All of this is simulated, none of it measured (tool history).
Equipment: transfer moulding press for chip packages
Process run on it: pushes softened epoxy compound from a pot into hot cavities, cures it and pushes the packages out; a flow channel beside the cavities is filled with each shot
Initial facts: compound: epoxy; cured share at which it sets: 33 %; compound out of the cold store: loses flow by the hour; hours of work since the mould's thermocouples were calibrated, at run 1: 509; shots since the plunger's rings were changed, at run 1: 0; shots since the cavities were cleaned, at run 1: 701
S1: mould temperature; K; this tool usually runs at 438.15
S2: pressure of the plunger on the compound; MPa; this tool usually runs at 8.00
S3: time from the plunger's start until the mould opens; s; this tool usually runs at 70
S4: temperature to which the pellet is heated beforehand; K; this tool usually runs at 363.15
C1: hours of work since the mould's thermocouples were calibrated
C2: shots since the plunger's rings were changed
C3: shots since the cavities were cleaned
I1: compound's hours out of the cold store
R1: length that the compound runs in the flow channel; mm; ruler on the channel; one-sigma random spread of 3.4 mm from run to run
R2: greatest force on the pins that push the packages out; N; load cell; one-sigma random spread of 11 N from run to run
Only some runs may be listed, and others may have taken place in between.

run,hour,S1,S2,S3,S4,C1,C2,C3,I1,R1,R2
1,0.0,438.15,8.00,70,363.15,509,0,701,46.2,787,947
# hour 12.5: cavities cleaned with cleaning compound and waxed
2,35.3,438.15,8.00,70,363.15,530,468,316,44.9,782,810
3,54.7,438.15,8.00,70,360.15,542,736,584,43.7,784,944
# hour 76.7: cavities cleaned with cleaning compound and waxed
4,78.3,438.15,8.00,70,360.15,556,1042,22,32.0,825,519
5,109.6,438.15,8.00,70,371.15,575,1476,456,10.0,902,891
6,133.9,438.15,8.00,70,371.15,590,1812,792,27.5,829,1012
# hour 142.3: cavities cleaned with cleaning compound and waxed
7,166.7,431.15,8.00,70,363.15,610,2245,338,35.6,828,1324
8,188.5,438.15,8.00,70,369.15,623,2547,640,38.3,786,927
# hour 207.3: cavities cleaned with cleaning compound and waxed
9,213.2,438.15,8.00,70,369.15,638,2868,82,10.8,889,604
10,227.1,438.15,8.00,70,369.15,646,3060,274,34.1,797,783
11,259.7,438.15,8.00,54,363.15,666,3512,726,10.9,877,1892
# hour 263.2: mould's thermocouples calibrated
# hour 273.5: cavities cleaned with cleaning compound and waxed
12,280.7,431.15,8.00,70,363.15,10,3754,100,25.5,864,1180
13,310.4,431.15,8.00,70,363.15,28,4165,511,41.0,801,1560
14,333.9,431.15,8.00,70,363.15,43,4490,836,8.3,921,2002
# hour 337.4: cavities cleaned with cleaning compound and waxed
15,351.1,431.15,8.00,70,363.15,53,4708,190,30.4,826,1264
16,375.1,432.15,8.00,67,363.15,68,5040,522,13.1,891,1888
# hour 385.2: plunger's sealing rings changed
# hour 404.2: cavities cleaned with cleaning compound and waxed
17,405.9,438.15,8.00,52,363.15,84,265,22,46.7,790,1103
18,435.0,431.15,8.00,60,363.15,102,669,426,36.3,847,2217
19,458.0,431.15,8.00,60,363.15,117,987,744,16.9,918,2585
# hour 467.8: cavities cleaned with cleaning compound and waxed
20,485.7,430.15,8.00,70,366.15,133,1351,249,30.6,869,1420
21,505.9,438.15,8.00,70,360.15,146,1630,528,37.3,811,968
# hour 531.3: cavities cleaned with cleaning compound and waxed
22,538.4,434.15,8.00,70,363.15,165,2059,98,34.3,823,877
23,571.5,433.15,8.00,54,363.15,185,2517,556,18.3,888,2599
24,591.5,444.15,9.63,64,359.15,198,2794,833,44.1,829,865
# hour 594.9: cavities cleaned with cleaning compound and waxed
25,619.9,436.15,6.97,93,358.15,214,3166,347,17.8,814,712
26,652.7,436.15,6.97,93,358.15,235,3619,800,47.6,713,849
# hour 659.1: cavities cleaned with cleaning compound and waxed
27,683.9,436.15,6.97,93,358.15,253,4031,343,29.3,767,708

What if the next run were any one of these 4? Each begins from the tool's condition after run 27:
A,714.5,436.15,9.39,93,367.15,272,4454,766,16.9,?,?
B,714.5,437.15,6.81,70,355.15,272,4454,766,24.5,?,?
C,714.5,437.15,8.00,98,366.15,272,4454,766,40.4,?,?
D,714.5,438.15,9.48,99,363.15,272,4454,766,46.7,?,?

run,R1,R2
A,929,834
B,766,1169
C,772,818
D,817,800
The same runs, with their run-to-run variation unchanged, on a tool lacking any hidden condition would have given:
run,R1,R2
A,977,410
B,806,602
C,812,406
D,859,391
